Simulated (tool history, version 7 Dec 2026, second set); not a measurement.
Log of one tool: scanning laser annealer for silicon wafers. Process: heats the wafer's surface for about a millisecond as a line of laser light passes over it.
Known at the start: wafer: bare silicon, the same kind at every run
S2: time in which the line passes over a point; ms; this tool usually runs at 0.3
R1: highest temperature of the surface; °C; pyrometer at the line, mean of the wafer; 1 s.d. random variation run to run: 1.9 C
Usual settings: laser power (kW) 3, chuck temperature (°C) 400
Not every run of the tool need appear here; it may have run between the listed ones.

run 1 hour=0 | laser_power_(kW)=3 S2=0.3 chuck_temperature_(°C)=400 | R1=1200
run 2 hour=9.2 | laser_power_(kW)=3 S2=0.3 chuck_temperature_(°C)=400 | R1=1196
run 3 hour=13.7 | laser_power_(kW)=3 S2=0.3 chuck_temperature_(°C)=400 | R1=1201
run 4 hour=20.8 | laser_power_(kW)=3 S2=0.3 chuck_temperature_(°C)=400 | R1=1193
run 5 hour=29.5 | laser_power_(kW)=3 S2=0.3 chuck_temperature_(°C)=400 | R1=1193
run 6 hour=33.8 | laser_power_(kW)=3 S2=0.3 chuck_temperature_(°C)=400 | R1=1193
run 7 hour=39.4 | laser_power_(kW)=3 S2=0.3 chuck_temperature_(°C)=400 | R1=1191
run 8 hour=49.2 | laser_power_(kW)=3 S2=0.274 chuck_temperature_(°C)=400 | R1=1163
run 9 hour=58.4 | laser_power_(kW)=3 S2=0.3 chuck_temperature_(°C)=412 | R1=1204
run 10 hour=65.8 | laser_power_(kW)=3 S2=0.3 chuck_temperature_(°C)=412 | R1=1205
run 11 hour=71.9 | laser_power_(kW)=3.133 S2=0.3 chuck_temperature_(°C)=400 | R1=1241
run 12 hour=77.1 | laser_power_(kW)=3.133 S2=0.3 chuck_temperature_(°C)=400 | R1=1242
run 13 hour=81.8 | laser_power_(kW)=3 S2=0.3 chuck_temperature_(°C)=400 | R1=1190
run 14 hour=88.1 | laser_power_(kW)=2.864 S2=0.3 chuck_temperature_(°C)=400 | R1=1147
run 15 hour=97.2 | laser_power_(kW)=2.864 S2=0.334 chuck_temperature_(°C)=400 | R1=1186
run 16 hour=104.4 | laser_power_(kW)=2.864 S2=0.339 chuck_temperature_(°C)=440 | R1=1226
run 17 hour=114.4 | laser_power_(kW)=2.864 S2=0.339 chuck_temperature_(°C)=440 | R1=1227
run 18 hour=118.6 | laser_power_(kW)=2.603 S2=0.223 chuck_temperature_(°C)=426 | R1=1001
run 19 hour=125.8 | laser_power_(kW)=2.603 S2=0.223 chuck_temperature_(°C)=426 | R1=1004
run 20 hour=135.9 | laser_power_(kW)=2.632 S2=0.223 chuck_temperature_(°C)=426 | R1=1007
run 21 hour=145.9 | laser_power_(kW)=2.632 S2=0.223 chuck_temperature_(°C)=426 | R1=1007
run 22 hour=150.1 | laser_power_(kW)=3.209 S2=0.303 chuck_temperature_(°C)=400 | R1=1267
run 23 hour=160 | laser_power_(kW)=2.676 S2=0.257 chuck_temperature_(°C)=376 | R1=1008
run 24 hour=165.6 | laser_power_(kW)=3.131 S2=0.248 chuck_temperature_(°C)=400 | R1=1166
run 25 hour=173.3 | laser_power_(kW)=3.131 S2=0.248 chuck_temperature_(°C)=400 | R1=1164
run 26 hour=178.8 | laser_power_(kW)=3.131 S2=0.248 chuck_temperature_(°C)=367 | R1=1132
run 27 hour=188.8 | laser_power_(kW)=2.719 S2=0.311 chuck_temperature_(°C)=381 | R1=1088

Below are 5 alternative next runs, each starting from the tool's condition after run 27. Predict each:
run A hour=194.5 | laser_power_(kW)=2.589 S2=0.322 chuck_temperature_(°C)=403 | R1=?
run B hour=194.5 | laser_power_(kW)=3 S2=0.3 chuck_temperature_(°C)=409 | R1=?
run C hour=194.5 | laser_power_(kW)=2.88 S2=0.37 chuck_temperature_(°C)=390 | R1=?
run D hour=194.5 | laser_power_(kW)=3 S2=0.243 chuck_temperature_(°C)=372 | R1=?
run E hour=194.5 | laser_power_(kW)=3.077 S2=0.213 chuck_temperature_(°C)=400 | R1=?

run=A R1=1076
run=B R1=1198
run=C R1=1215
run=D R1=1084
run=E R1=1097
The same runs, with their run-to-run variation unchanged, on a tool lacking any hidden condition would have given:
run=A R1=1108
run=B R1=1236
run=C R1=1255
run=D R1=1119
run=E R1=1131

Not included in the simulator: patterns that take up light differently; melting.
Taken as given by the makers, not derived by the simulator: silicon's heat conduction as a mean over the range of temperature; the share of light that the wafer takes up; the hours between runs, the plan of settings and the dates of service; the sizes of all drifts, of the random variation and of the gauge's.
